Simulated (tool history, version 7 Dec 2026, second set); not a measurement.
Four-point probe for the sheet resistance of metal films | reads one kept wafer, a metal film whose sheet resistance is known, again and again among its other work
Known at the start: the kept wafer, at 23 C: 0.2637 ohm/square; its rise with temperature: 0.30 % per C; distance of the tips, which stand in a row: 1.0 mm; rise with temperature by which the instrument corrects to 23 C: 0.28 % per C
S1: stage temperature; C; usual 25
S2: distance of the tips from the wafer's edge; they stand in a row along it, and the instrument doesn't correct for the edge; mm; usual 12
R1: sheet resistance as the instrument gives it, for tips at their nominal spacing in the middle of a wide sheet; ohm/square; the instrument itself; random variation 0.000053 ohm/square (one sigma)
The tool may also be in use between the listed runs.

run 1 hour=0 | S1=25 S2=12 | R1=0.26325
run 2 hour=81.2 | S1=25 S2=12 | R1=0.263259
run 3 hour=161.2 | S1=25 S2=12 | R1=0.263238
run 4 hour=217.1 | S1=25 S2=13 | R1=0.262846
run 5 hour=258.4 | S1=25 S2=13 | R1=0.262953
run 6 hour=343.3 | S1=25 S2=13 | R1=0.262915
run 7 hour=417.7 | S1=25 S2=13 | R1=0.262679
run 8 hour=471.3 | S1=19 S2=12 | R1=0.262483
run 9 hour=533.1 | S1=19 S2=5 | R1=0.267037
run 10 hour=591.5 | S1=25 S2=12 | R1=0.262794
run 11 hour=642.5 | S1=25 S2=12 | R1=0.262647
run 12 hour=723.3 | S1=25 S2=12 | R1=0.262605
run 13 hour=761.4 | S1=25 S2=12 | R1=0.262567
run 14 hour=806.2 | S1=25 S2=12 | R1=0.262561
run 15 hour=873.4 | S1=25 S2=12 | R1=0.262452
run 16 hour=936.7 | S1=25 S2=20 | R1=0.261765
run 17 hour=989.6 | S1=25 S2=20 | R1=0.261718
run 18 hour=1060.6 | S1=24 S2=20 | R1=0.261635
run 19 hour=1108.7 | S1=25 S2=61 | R1=0.261372
run 20 hour=1155.9 | S1=25 S2=61 | R1=0.261307
run 21 hour=1227.3 | S1=25 S2=61 | R1=0.261256
run 22 hour=1283.6 | S1=25 S2=10 | R1=0.262539
run 23 hour=1349.4 | S1=25 S2=10 | R1=0.262509
run 24 hour=1404.6 | S1=23 S2=10 | R1=0.26245
run 25 hour=1488.1 | S1=23 S2=10 | R1=0.262242
-- hour=1494.9 stage's thermometer calibrated
run 26 hour=1540.3 | S1=26 S2=12 | R1=0.262034
run 27 hour=1577 | S1=35 S2=4 | R1=0.269895
run 28 hour=1613 | S1=30 S2=5 | R1=0.266733
run 29 hour=1696.3 | S1=23 S2=12 | R1=0.261713
run 30 hour=1750.3 | S1=19 S2=4 | R1=0.268965
run 31 hour=1809 | S1=19 S2=14 | R1=0.261127
run 32 hour=1850.4 | S1=28 S2=4 | R1=0.269413
run 33 hour=1888 | S1=28 S2=4 | R1=0.269287
run 34 hour=1934 | S1=25 S2=9 | R1=0.262294
-- hour=2011.2 stage's thermometer calibrated, once more
run 35 hour=2013.4 | S1=25 S2=9 | R1=0.261884
run 36 hour=2093.3 | S1=25 S2=65 | R1=0.260179
run 37 hour=2155.8 | S1=21 S2=14 | R1=0.260581
run 38 hour=2242.2 | S1=24 S2=15 | R1=0.260518
-- hour=2274.6 new probe head fitted
run 39 hour=2304.4 | S1=22 S2=5 | R1=0.269412
run 40 hour=2379 | S1=19 S2=5 | R1=0.269263
run 41 hour=2434.2 | S1=26 S2=42 | R1=0.264038
run 42 hour=2472.9 | S1=26 S2=42 | R1=0.264011
run 43 hour=2550.8 | S1=31 S2=7 | R1=0.266986
run 44 hour=2595.1 | S1=31 S2=7 | R1=0.266958

5 ways to go on from here, each from the tool as it stands after run 44. What would each give?
run A hour=2654.4 | S1=33 S2=5 | R1=?
run B hour=2654.4 | S1=34 S2=38 | R1=?
run C hour=2654.4 | S1=31 S2=4 | R1=?
run D hour=2654.4 | S1=30 S2=12 | R1=?
run E hour=2654.4 | S1=18 S2=19 | R1=?

run=A R1=0.26968
run=B R1=0.264188
run=C R1=0.272639
run=D R1=0.264913
run=E R1=0.263663
Without the tool's hidden state the same runs would have given:
run=A R1=0.269781
run=B R1=0.264287
run=C R1=0.272741
run=D R1=0.265012
run=E R1=0.263763
